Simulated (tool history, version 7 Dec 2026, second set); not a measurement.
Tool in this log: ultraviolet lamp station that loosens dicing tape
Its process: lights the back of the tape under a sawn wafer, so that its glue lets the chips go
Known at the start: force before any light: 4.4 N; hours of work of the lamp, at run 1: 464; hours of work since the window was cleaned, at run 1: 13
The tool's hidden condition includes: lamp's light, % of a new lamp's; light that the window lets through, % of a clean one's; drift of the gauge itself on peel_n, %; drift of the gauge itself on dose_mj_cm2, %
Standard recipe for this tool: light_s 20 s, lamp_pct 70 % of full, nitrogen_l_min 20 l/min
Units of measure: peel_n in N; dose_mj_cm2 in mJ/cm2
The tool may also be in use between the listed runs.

| run | hour | light_s | lamp_pct | nitrogen_l_min | hours of work of the lamp | hours of work since the window was cleaned | peel_n | dose_mj_cm2 |
|---|---|---|---|---|---|---|---|---|
| 1 | 0 | 20 | 70 | 20 | 464 | 13 | 0.802 | 374 |
| 2 | 61.8 | 20 | 70 | 20 | 493 | 42 | 0.82 | 369 |
| 3 | 139.7 | 20 | 80 | 20 | 529 | 78 | 0.697 | 418 |
| 4 | 237 | 20 | 89 | 20 | 574 | 124 | 0.598 | 455 |
| 5 | 312.8 | 20 | 89 | 20 | 610 | 159 | 0.606 | 450 |
| 6 | 355.7 | 20 | 89 | 20 | 630 | 179 | 0.622 | 447 |
| 7 | 439.4 | 20 | 89 | 20 | 669 | 218 | 0.629 | 431 |
| 8 | 492.5 | 20 | 89 | 20 | 693 | 243 | 0.663 | 427 |
| 9 | 534.1 | 20 | 89 | 20 | 713 | 262 | 0.655 | 426 |
| 10 | 626.7 | 20 | 89 | 20 | 756 | 305 | 0.679 | 416 |
|  | 659.5 | window cleaned of glue's vapour |
| 11 | 702.9 | 15 | 89 | 20 | 791 | 20 | 0.968 | 334 |
| 12 | 777.6 | 15 | 89 | 20 | 826 | 55 | 0.96 | 330 |
| 13 | 826 | 20 | 70 | 20 | 849 | 78 | 0.926 | 335 |
| 14 | 924.4 | 20 | 67 | 20 | 895 | 123 | 0.987 | 314 |
| 15 | 1022.9 | 20 | 70 | 20 | 940 | 169 | 0.983 | 321 |
| 16 | 1074.5 | 20 | 70 | 20 | 965 | 193 | 1.036 | 318 |
| 17 | 1163 | 20 | 70 | 20 | 1006 | 235 | 1.036 | 317 |
| 18 | 1236.1 | 20 | 70 | 12 | 1040 | 269 | 1.275 | 311 |
| 19 | 1330 | 20 | 70 | 12 | 1084 | 313 | 1.276 | 296 |
|  | 1339.6 | window cleaned of glue's vapour |
| 20 | 1410.5 | 10 | 94 | 8 | 1121 | 33 | 1.913 | 214 |
| 21 | 1470.4 | 10 | 94 | 8 | 1149 | 61 | 1.938 | 213 |
| 22 | 1558.2 | 10 | 94 | 8 | 1190 | 102 | 2.024 | 206 |
| 23 | 1618.1 | 18 | 71 | 9 | 1218 | 130 | 1.446 | 280 |
| 24 | 1696.2 | 15 | 67 | 7 | 1254 | 166 | 1.979 | 218 |
|  | 1723.5 | lamp changed |
| 25 | 1751.7 | 27 | 98 | 6 | 13 | 192 | 0.427 | 726 |
| 26 | 1821.3 | 17 | 69 | 9 | 46 | 224 | 1.286 | 319 |
| 27 | 1921.1 | 13 | 69 | 10 | 92 | 271 | 1.731 | 232 |
| 28 | 1979.7 | 13 | 69 | 10 | 119 | 298 | 1.716 | 233 |
|  | 2024.7 | window cleaned of glue's vapour |
| 29 | 2053.4 | 13 | 69 | 10 | 154 | 13 | 1.56 | 254 |
| 30 | 2130.1 | 35 | 72 | 10 | 189 | 49 | 0.351 | 698 |
| 31 | 2181.8 | 25 | 72 | 8 | 213 | 73 | 0.759 | 502 |
| 32 | 2254 | 20 | 76 | 9 | 247 | 107 | 0.961 | 421 |
| 33 | 2339.9 | 10 | 61 | 22 | 287 | 147 | 2.048 | 161 |
| 34 | 2389.5 | 10 | 61 | 22 | 310 | 170 | 1.967 | 162 |
| 35 | 2467 | 12 | 89 | 11 | 346 | 206 | 1.384 | 276 |
| 36 | 2511.4 | 12 | 89 | 11 | 367 | 227 | 1.447 | 275 |
| 37 | 2576.3 | 30 | 80 | 19 | 397 | 257 | 0.366 | 605 |
| 38 | 2656.1 | 30 | 80 | 19 | 435 | 294 | 0.372 | 594 |

Selected run-to-run steps in peel_n, each split into two signed amounts: the part the tool would show with no hidden state at all (from settings, incoming material and random variation), and the remainder, which goes to the hidden state together with any gauge scatter not common to the measured and the hidden-state-free results:
Run 24 -> 25: light_s 15 -> 27, lamp_pct 67 -> 98, nitrogen_l_min 7 -> 6, lamp changed. peel_n -1.552 N: hidden state -0.432, all else -1.12.
Run 28 -> 29: window cleaned of glue's vapour. peel_n -0.156 N: hidden state -0.138, all else -0.018.
Run 29 -> 30: light_s 13 -> 35, lamp_pct 69 -> 72. peel_n -1.209 N: hidden state -0.026, all else -1.183.
Run 32 -> 33: light_s 20 -> 10, lamp_pct 76 -> 61, nitrogen_l_min 9 -> 22. peel_n +1.087 N: hidden state +0.051, all else +1.036.
Run 36 -> 37: light_s 12 -> 30, lamp_pct 89 -> 80, nitrogen_l_min 11 -> 19. peel_n -1.081 N: hidden state -0.127, all else -0.954.
